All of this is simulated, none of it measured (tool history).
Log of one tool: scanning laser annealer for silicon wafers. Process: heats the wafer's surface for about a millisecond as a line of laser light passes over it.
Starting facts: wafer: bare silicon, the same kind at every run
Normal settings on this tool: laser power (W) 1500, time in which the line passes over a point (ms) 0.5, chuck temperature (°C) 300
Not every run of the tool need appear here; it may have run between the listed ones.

run   hour  laser power (W)  time in which the line passes over a point (ms)  chuck temperature (°C)  highest temperature of the surface (°C)
  1      0             1500                                              0.5                     300                                      985
  2    6.6             1500                                              0.5                     300                                      988
  3   12.7             1500                                              0.5                     300                                      982
  4   23.2             1500                                              0.5                     300                                      985
  5   31.2             1500                                              0.5                     300                                      980
  6     37             1500                                              0.5                     300                                      984
  7   46.8             1500                                              0.5                     300                                      979
  8   56.9             1500                                              0.5                     300                                      985
  9   63.5             1500                                              0.5                     300                                      983
 10   75.9             1500                                              0.5                     299                                      985
      85.3  -- window over the wafer cleaned
 11   88.1             1500                                              0.5                     299                                      994
 12  100.4             1500                                              0.5                     299                                      993
 13  108.3             1500                                            0.413                     300                                      926
 14  115.1             1500                                              0.5                     300                                      994
 15  125.8             1500                                              0.5                     300                                      993
 16  137.9             1500                                              0.5                     300                                      997
 17  145.7             1500                                              0.5                     300                                      996
 18  159.6             1500                                              0.5                     300                                      996
 19  168.3             1500                                              0.5                     300                                      991
     172.3  -- laser's power meter calibrated
 20  177.5             1500                                            0.417                     322                                      949
 21  188.6             1556                                              0.5                     300                                     1020
 22  198.8             1556                                              0.5                     328                                     1047
 23  211.8             1556                                            0.391                     279                                      907
 24  220.3             1556                                            0.391                     279                                      906
 25  229.3             1345                                            0.391                     279                                      825
 26  235.4             1345                                            0.446                     269                                      856
 27  245.4             1629                                            0.449                     269                                      971
     253.7  -- laser's power meter calibrated, once more
 28  261.1             1629                                            0.449                     269                                      971
 29  267.6             1629                                            0.449                     269                                      968
 30  279.5             1644                                             0.61                     286                                     1122
 31  286.1             1566                                            0.365                     332                                      933
 32  298.5             1426                                            0.538                     323                                     1009
 33  305.6             1485                                            0.526                     300                                     1002
 34  312.6             1519                                            0.526                     292                                     1005
 35  320.9             1519                                            0.526                     292                                     1007

Run 36, settings as shown, results not yet in. Your forecast:
 36  327.9             1353                                            0.526                     322                                        ?

Logged for run 36: highest temperature of the surface (°C) 965.
If the tool had no hidden condition, the same run with the same run-to-run variation would have returned highest temperature of the surface (°C) 982.

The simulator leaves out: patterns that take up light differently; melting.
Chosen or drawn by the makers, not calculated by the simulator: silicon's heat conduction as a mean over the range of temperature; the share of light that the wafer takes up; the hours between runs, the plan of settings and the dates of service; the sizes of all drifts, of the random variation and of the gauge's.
